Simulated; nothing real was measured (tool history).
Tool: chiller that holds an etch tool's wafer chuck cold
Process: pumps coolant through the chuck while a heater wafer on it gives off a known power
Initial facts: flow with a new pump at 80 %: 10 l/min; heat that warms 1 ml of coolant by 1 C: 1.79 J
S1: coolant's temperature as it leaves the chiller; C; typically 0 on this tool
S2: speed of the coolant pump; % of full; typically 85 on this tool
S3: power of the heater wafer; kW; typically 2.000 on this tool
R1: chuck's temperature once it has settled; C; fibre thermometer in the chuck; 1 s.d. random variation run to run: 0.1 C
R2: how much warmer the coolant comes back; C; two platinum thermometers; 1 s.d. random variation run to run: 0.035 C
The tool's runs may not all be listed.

run,hour,S1,S2,S3,R1,R2
1,0.0,0,85,2.000,13.0,6.25
2,50.4,0,88,2.000,12.6,6.00
3,86.9,0,85,1.926,12.5,6.08
4,136.4,0,85,1.926,12.5,6.03
5,161.6,0,85,1.926,12.4,5.97
6,189.8,0,69,1.926,14.9,7.55
7,227.3,0,69,1.926,14.8,7.53
8,266.3,0,69,1.926,14.7,7.43
9,303.4,0,85,2.000,13.2,6.23
10,352.3,-10,85,2.000,3.0,6.09
11,407.6,-10,85,2.000,3.0,6.16
12,444.1,0,85,2.133,13.8,6.51
13,475.4,0,85,2.337,15.1,7.14
14,508.3,0,85,2.337,15.2,7.17
15,549.7,0,85,2.337,15.2,7.18
16,579.7,0,85,2.000,12.9,6.14
17,625.6,8,94,1.012,14.1,2.66
18,655.4,8,94,1.039,14.3,2.72
19,699.1,3,94,1.039,9.3,2.73
20,745.3,7,85,2.347,22.3,7.11
21,768.7,0,85,2.364,15.5,7.13
22,811.0,0,85,1.039,6.5,2.99
23,863.0,-3,91,1.367,5.5,3.67
24,900.7,-3,91,1.367,5.5,3.65
25,938.9,-3,91,1.367,5.4,3.66
26,986.8,-3,91,1.367,5.5,3.63
27,1034.0,-6,92,2.674,10.3,7.32
28,1062.6,-6,92,2.674,10.3,7.32
29,1110.7,4,85,1.698,15.0,4.95
30,1149.7,-5,73,1.396,5.4,4.80
31,1195.1,0,85,1.178,7.4,3.32
32,1250.7,0,69,1.057,8.1,3.75

Run by run, hidden condition taken away, random variation retained:
Hidden conditions of the tool in this case: heat passed by the chuck's channels, % of clean ones'; flow at a given pump speed, % of a new pump's; coolant's true temperature over the reading, C; drift of the gauge itself on chuck_c, C; drift of the gauge itself on warmer_back_c, C.
run,R2
1,6.25
2,6.01
3,6.10
4,6.08
5,6.02
6,7.61
7,7.60
8,7.52
9,6.33
10,6.20
11,6.29
12,6.65
13,7.29
14,7.33
15,7.35
16,6.32
17,2.86
18,2.93
19,2.95
20,7.35
21,7.38
22,3.25
23,3.95
24,3.94
25,3.96
26,3.95
27,7.65
28,7.66
29,5.30
30,5.17
31,3.70
32,4.15
R1 without the hidden state stays within 0.1 C of what was measured, in all runs.

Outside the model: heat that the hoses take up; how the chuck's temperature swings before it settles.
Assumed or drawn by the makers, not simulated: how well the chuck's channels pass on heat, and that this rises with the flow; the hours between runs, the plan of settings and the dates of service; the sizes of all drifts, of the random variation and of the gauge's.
